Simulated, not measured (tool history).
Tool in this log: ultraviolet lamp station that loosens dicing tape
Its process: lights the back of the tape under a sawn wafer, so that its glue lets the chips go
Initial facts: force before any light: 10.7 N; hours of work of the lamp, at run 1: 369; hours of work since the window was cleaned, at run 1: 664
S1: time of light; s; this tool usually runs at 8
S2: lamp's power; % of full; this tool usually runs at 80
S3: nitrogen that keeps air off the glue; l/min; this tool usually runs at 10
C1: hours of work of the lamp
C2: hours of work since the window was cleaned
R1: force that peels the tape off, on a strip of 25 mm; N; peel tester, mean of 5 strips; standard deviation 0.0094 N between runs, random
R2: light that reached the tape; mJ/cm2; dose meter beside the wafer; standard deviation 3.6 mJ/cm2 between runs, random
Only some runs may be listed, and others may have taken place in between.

| run | hour | S1 | S2 | S3 | C1 | C2 | R1 | R2 |
|---|---|---|---|---|---|---|---|---|
| 1 | 0 | 8 | 80 | 10 | 369 | 664 | 0.699 | 447 |
| 2 | 11.7 | 8 | 80 | 10 | 377 | 673 | 0.725 | 452 |
|  | 14.3 | window cleaned of glue's vapour |
| 3 | 23.4 | 8 | 80 | 10 | 385 | 6 | 0.498 | 532 |
| 4 | 37.7 | 8 | 95 | 10 | 395 | 16 | 0.336 | 627 |
| 5 | 50.2 | 8 | 95 | 7 | 404 | 25 | 0.481 | 624 |
| 6 | 59.3 | 8 | 95 | 7 | 411 | 32 | 0.471 | 620 |
| 7 | 72.3 | 8 | 95 | 7 | 420 | 41 | 0.478 | 626 |
| 8 | 78.8 | 5 | 95 | 7 | 424 | 45 | 1.302 | 393 |
| 9 | 88.2 | 8 | 80 | 3 | 431 | 52 | 1.525 | 522 |
| 10 | 103.7 | 8 | 80 | 3 | 442 | 63 | 1.516 | 516 |
| 11 | 115.2 | 6 | 77 | 3 | 450 | 71 | 2.58 | 375 |
| 12 | 129.6 | 14 | 99 | 16 | 460 | 81 | 0.167 | 1108 |
| 13 | 139.8 | 10 | 63 | 15 | 467 | 89 | 0.406 | 505 |
| 14 | 150.7 | 10 | 63 | 15 | 475 | 96 | 0.382 | 504 |
| 15 | 157.3 | 10 | 74 | 6 | 480 | 101 | 0.661 | 595 |
| 16 | 170.2 | 6 | 64 | 5 | 489 | 110 | 2.589 | 303 |
| 17 | 178.7 | 8 | 86 | 12 | 495 | 116 | 0.396 | 538 |
| 18 | 189.8 | 8 | 86 | 5 | 503 | 124 | 0.914 | 549 |

Each run again, without the hidden state but with its own random variation kept:
Unlogged tool condition in this case: lamp's light, % of a new lamp's; light that the window lets through, % of a clean one's; drift of the gauge itself on peel_n, %; drift of the gauge itself on dose_mj_cm2, %.
| run | R1 | R2 |
|---|---|---|
| 1 | 0.381 | 582 |
| 2 | 0.397 | 590 |
| 3 | 0.401 | 586 |
| 4 | 0.277 | 694 |
| 5 | 0.381 | 693 |
| 6 | 0.368 | 692 |
| 7 | 0.372 | 701 |
| 8 | 1.034 | 441 |
| 9 | 1.215 | 588 |
| 10 | 1.196 | 584 |
| 11 | 2.14 | 426 |
| 12 | 0.165 | 1265 |
| 13 | 0.307 | 579 |
| 14 | 0.282 | 580 |
| 15 | 0.479 | 686 |
| 16 | 2.082 | 351 |
| 17 | 0.289 | 625 |
| 18 | 0.65 | 640 |

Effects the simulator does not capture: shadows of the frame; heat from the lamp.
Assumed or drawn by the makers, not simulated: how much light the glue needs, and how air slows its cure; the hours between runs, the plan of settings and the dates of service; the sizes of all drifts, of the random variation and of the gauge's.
